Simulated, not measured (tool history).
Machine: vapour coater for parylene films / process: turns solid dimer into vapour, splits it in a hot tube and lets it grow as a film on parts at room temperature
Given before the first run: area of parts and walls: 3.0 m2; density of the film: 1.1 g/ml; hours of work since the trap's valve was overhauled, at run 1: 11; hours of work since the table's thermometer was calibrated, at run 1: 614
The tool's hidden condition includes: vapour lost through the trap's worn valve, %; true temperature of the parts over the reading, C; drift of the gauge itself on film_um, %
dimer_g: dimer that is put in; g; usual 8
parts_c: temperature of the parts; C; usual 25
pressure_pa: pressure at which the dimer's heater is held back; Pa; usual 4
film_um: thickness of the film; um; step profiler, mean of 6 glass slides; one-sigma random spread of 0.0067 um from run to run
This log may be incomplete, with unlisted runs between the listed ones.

run   hour  dimer_g  parts_c  pressure_pa  hours of work since the trap's valve was overhauled  hours of work since the table's thermometer was calibrated  film_um
  1      0        8       25            4                                                   11                                                         614    1.274
  2     47        8       29            4                                                   51                                                         654    1.048
  3   81.2        4       25            4                                                   80                                                         683    0.613
  4  129.9        4       25            4                                                  121                                                         724    0.594
  5  173.2        8       25            4                                                  158                                                         760     1.18
  6  221.8        8       25         9.95                                                  199                                                         802    0.933
     240.2  -- trap's valve overhauled
  7  256.8        8       25         9.95                                                   14                                                         828    1.037
  8  307.2        8       25            4                                                   57                                                         870    1.265
  9  370.8        6       25            4                                                  110                                                         924    0.917
 10  406.7        6       25            4                                                  141                                                         955    0.895
 11    454        6       25            4                                                  181                                                         995    0.884
     494.8  -- trap's valve overhauled
 12  495.2        6       25            4                                                    0                                                        1026    0.964
 13  544.1        6       25            4                                                   42                                                        1067    0.951
 14  575.5        6       36         2.17                                                   68                                                        1094    0.667
 15  633.2       11       36            4                                                  117                                                        1143    1.028
 16  687.3        4       21            4                                                  163                                                        1189    0.713
 17  725.7       13       33            4                                                  195                                                        1221    1.339
     750.7  -- trap's valve overhauled
 18  786.2        4       27         2.07                                                   30                                                        1269    0.684
 19  825.7       11       22         2.62                                                   63                                                        1302    2.179
 20    865       11       22         2.62                                                   97                                                        1336    2.159
 21  908.1        8       29         5.76                                                  133                                                        1372    0.944
 22  966.1        8       29         5.76                                                  182                                                        1421    0.923

For some of the steps in film_um from one run to the next: how much would appear even if the tool had no hidden state, given the settings, what came in and random variation, and how much remains for the hidden state plus any gauge scatter that the measured result and the result without hidden state don't share?
Run 6 -> 7: trap's valve overhauled. film_um +0.104 um: hidden state +0.106, all else -0.002.
Run 17 -> 18: dimer_g 13 -> 4, parts_c 33 -> 27, pressure_pa 4 -> 2.07, trap's valve overhauled. film_um -0.655 um: hidden state +0.112, all else -0.767.
Run 18 -> 19: dimer_g 4 -> 11, parts_c 27 -> 22, pressure_pa 2.07 -> 2.62. film_um +1.495 um: hidden state +0.005, all else +1.49.
Run 20 -> 21: dimer_g 11 -> 8, parts_c 22 -> 29, pressure_pa 2.62 -> 5.76. film_um -1.215 um: hidden state -0.011, all else -1.204.
